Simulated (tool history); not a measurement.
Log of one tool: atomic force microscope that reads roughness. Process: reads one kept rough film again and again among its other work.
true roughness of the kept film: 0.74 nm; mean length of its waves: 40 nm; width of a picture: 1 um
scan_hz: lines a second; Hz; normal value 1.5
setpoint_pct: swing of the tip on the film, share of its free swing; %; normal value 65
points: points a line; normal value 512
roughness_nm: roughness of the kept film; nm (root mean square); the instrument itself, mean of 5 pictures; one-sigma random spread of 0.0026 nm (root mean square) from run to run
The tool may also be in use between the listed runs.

{"run": 1, "hour": 0.0, "scan_hz": 1.5, "setpoint_pct": 65, "points": 512, "roughness_nm": 0.697}
{"run": 2, "hour": 46.5, "scan_hz": 1.5, "setpoint_pct": 65, "points": 512, "roughness_nm": 0.689}
{"run": 3, "hour": 89.0, "scan_hz": 1.5, "setpoint_pct": 65, "points": 512, "roughness_nm": 0.682}
{"run": 4, "hour": 112.8, "scan_hz": 1.5, "setpoint_pct": 65, "points": 512, "roughness_nm": 0.676}
{"hour": 117.8, "done": "new tip fitted"}
{"run": 5, "hour": 138.8, "scan_hz": 1.5, "setpoint_pct": 73, "points": 512, "roughness_nm": 0.692}
{"run": 6, "hour": 189.2, "scan_hz": 1.5, "setpoint_pct": 73, "points": 512, "roughness_nm": 0.685}
{"run": 7, "hour": 230.9, "scan_hz": 1.5, "setpoint_pct": 73, "points": 512, "roughness_nm": 0.681}
{"run": 8, "hour": 254.2, "scan_hz": 1.9, "setpoint_pct": 65, "points": 512, "roughness_nm": 0.68}
{"run": 9, "hour": 278.0, "scan_hz": 1.5, "setpoint_pct": 70, "points": 620, "roughness_nm": 0.679}
{"run": 10, "hour": 306.5, "scan_hz": 1.5, "setpoint_pct": 70, "points": 620, "roughness_nm": 0.671}
{"hour": 325.1, "done": "new tip fitted"}
{"run": 11, "hour": 337.7, "scan_hz": 0.51, "setpoint_pct": 82, "points": 256, "roughness_nm": 0.707}
{"run": 12, "hour": 380.3, "scan_hz": 0.51, "setpoint_pct": 81, "points": 728, "roughness_nm": 0.701}
{"run": 13, "hour": 409.3, "scan_hz": 0.51, "setpoint_pct": 81, "points": 442, "roughness_nm": 0.693}
{"run": 14, "hour": 447.4, "scan_hz": 0.51, "setpoint_pct": 81, "points": 442, "roughness_nm": 0.684}

How would selected steps in roughness_nm from run to run divide? Give the signed amount a tool lacking its hidden state would still show from settings, what came in and random variation, and the signed amount left for the hidden state, including any gauge scatter that is not in both of the compared results.
What the log doesn't record here: radius of the tip, nm; height scale over the true one, %; drift of the gauge itself on roughness_nm, %.
Run 4 -> 5: setpoint_pct 65 -> 73, new tip fitted. roughness_nm +0.016 nm (root mean square): hidden state +0.027, all else -0.011.
Run 10 -> 11: scan_hz 1.5 -> 0.51, setpoint_pct 70 -> 82, points 620 -> 256, new tip fitted. roughness_nm +0.036 nm (root mean square): hidden state +0.027, all else +0.009.
